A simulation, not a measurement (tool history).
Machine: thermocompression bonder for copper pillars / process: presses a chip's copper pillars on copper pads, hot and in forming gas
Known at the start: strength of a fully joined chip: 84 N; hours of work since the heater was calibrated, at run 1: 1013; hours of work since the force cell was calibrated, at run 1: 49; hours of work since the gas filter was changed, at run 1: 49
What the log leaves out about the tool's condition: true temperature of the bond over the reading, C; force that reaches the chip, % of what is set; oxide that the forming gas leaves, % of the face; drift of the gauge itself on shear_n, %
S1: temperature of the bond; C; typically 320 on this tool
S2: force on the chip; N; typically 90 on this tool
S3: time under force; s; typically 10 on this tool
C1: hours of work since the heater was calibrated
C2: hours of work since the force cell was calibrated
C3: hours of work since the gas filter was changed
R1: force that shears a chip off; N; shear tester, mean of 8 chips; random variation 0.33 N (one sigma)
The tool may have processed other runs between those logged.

run	day	S1	S2	S3	C1	C2	C3	R1
1	0.000	320	90	10	1013	49	49	51.2
2	2.754	332	90	10	1066	102	102	55.7
3	4.667	320	90	10	1102	138	138	50.9
4	7.504	320	64	10	1156	192	192	37.7
5	10.450	320	90	10	1212	248	248	50.8
6	12.542	320	90	10	1252	288	288	50.2
7	14.983	320	90	10	1298	334	334	50.3
# day 15.496: heater calibrated with a thermocouple chip
# day 16.971: forming gas filter changed
8	18.662	318	80	27	60	402	32	57.0
9	21.000	339	67	10	104	447	77	43.3
10	24.738	320	57	8	175	518	148	28.4
11	28.312	320	57	8	243	586	216	28.7
12	30.604	338	107	8	287	629	259	57.9
13	33.108	319	107	8	335	677	307	50.8
# day 36.371: forming gas filter changed
14	36.371	329	86	10	396	738	0	52.1

Across each entry between runs, compare the hidden state at the last listed run before it with the hidden state at the first listed run after it:
From run 7 to run 8: heater calibrated with a thermocouple chip (day 15.496); forming gas filter changed (day 16.971)
  true temperature of the bond over the reading, C: 14.5 -> 0.7; force that reaches the chip, % of what is set: 101.9 -> 102.2; oxide that the forming gas leaves, % of the face: 6.63 -> 1.1
  measured value less the no-hidden-state value, R1: +3.3 -> +0.8 N
From run 13 to run 14: forming gas filter changed (day 36.371)
  true temperature of the bond over the reading, C: 3.7 -> 4.3; force that reaches the chip, % of what is set: 103.5 -> 103.8; oxide that the forming gas leaves, % of the face: 5.82 -> 0.56
  measured value less the no-hidden-state value, R1: +0.1 -> +3.2 N

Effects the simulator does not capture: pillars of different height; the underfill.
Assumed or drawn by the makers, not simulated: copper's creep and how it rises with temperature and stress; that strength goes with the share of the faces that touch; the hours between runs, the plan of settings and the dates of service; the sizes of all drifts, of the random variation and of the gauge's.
